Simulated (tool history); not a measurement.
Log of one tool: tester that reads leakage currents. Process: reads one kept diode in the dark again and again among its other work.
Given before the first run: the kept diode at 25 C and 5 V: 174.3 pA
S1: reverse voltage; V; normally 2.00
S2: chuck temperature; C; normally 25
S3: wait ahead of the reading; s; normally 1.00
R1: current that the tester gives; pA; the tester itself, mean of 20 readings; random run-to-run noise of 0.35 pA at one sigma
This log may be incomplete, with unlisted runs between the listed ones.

| run | hour | S1 | S2 | S3 | R1 |
|---|---|---|---|---|---|
| 1 | 0.0 | 2.00 | 25 | 1.00 | 111.57 |
| 2 | 36.4 | 2.00 | 25 | 1.00 | 111.45 |
| 3 | 67.0 | 2.00 | 25 | 1.00 | 111.58 |
| 4 | 104.9 | 2.00 | 25 | 1.00 | 110.80 |
| 5 | 134.5 | 2.00 | 25 | 1.00 | 110.97 |
| 6 | 171.2 | 2.00 | 25 | 2.65 | 110.34 |
| 7 | 190.5 | 2.00 | 25 | 2.65 | 110.12 |
|  | 195.9 | chuck's temperature calibrated |
| 8 | 220.2 | 2.00 | 25 | 2.65 | 108.31 |
| 9 | 251.1 | 2.00 | 25 | 2.65 | 108.23 |
| 10 | 266.8 | 2.00 | 25 | 2.65 | 108.40 |
|  | 285.1 | chuck's temperature calibrated, once more |
| 11 | 292.1 | 2.00 | 25 | 2.65 | 115.86 |
| 12 | 309.1 | 2.00 | 25 | 2.65 | 116.57 |
| 13 | 333.9 | 2.00 | 25 | 2.65 | 116.33 |
| 14 | 370.2 | 2.00 | 25 | 2.65 | 115.83 |
| 15 | 404.2 | 11.35 | 46 | 0.61 | 1527.17 |
| 16 | 423.7 | 11.35 | 46 | 0.61 | 1529.54 |
| 17 | 457.0 | 5.02 | 25 | 1.00 | 177.89 |
| 18 | 479.8 | 5.00 | 35 | 0.63 | 425.12 |
| 19 | 502.3 | 11.01 | 45 | 1.96 | 1376.37 |
| 20 | 531.3 | 11.01 | 45 | 1.96 | 1374.93 |
| 21 | 552.4 | 2.00 | 54 | 1.58 | 1259.98 |
| 22 | 570.1 | 19.12 | 28 | 3.74 | 429.86 |
| 23 | 607.7 | 1.88 | 31 | 0.81 | 188.83 |

Here are 3 independent what-if runs from the current tool condition. What would each one return?
| A | 645.9 | 1.23 | 43 | 1.33 | ? |
| B | 645.9 | 2.00 | 24 | 0.92 | ? |
| C | 645.9 | 1.85 | 25 | 0.80 | ? |

| run | R1 |
|---|---|
| A | 428.13 |
| B | 104.33 |
| C | 110.98 |
Stripped of hidden state, with their random variation kept, the same runs would have yielded:
| run | R1 |
|---|---|
| A | 431.98 |
| B | 104.75 |
| C | 111.52 |
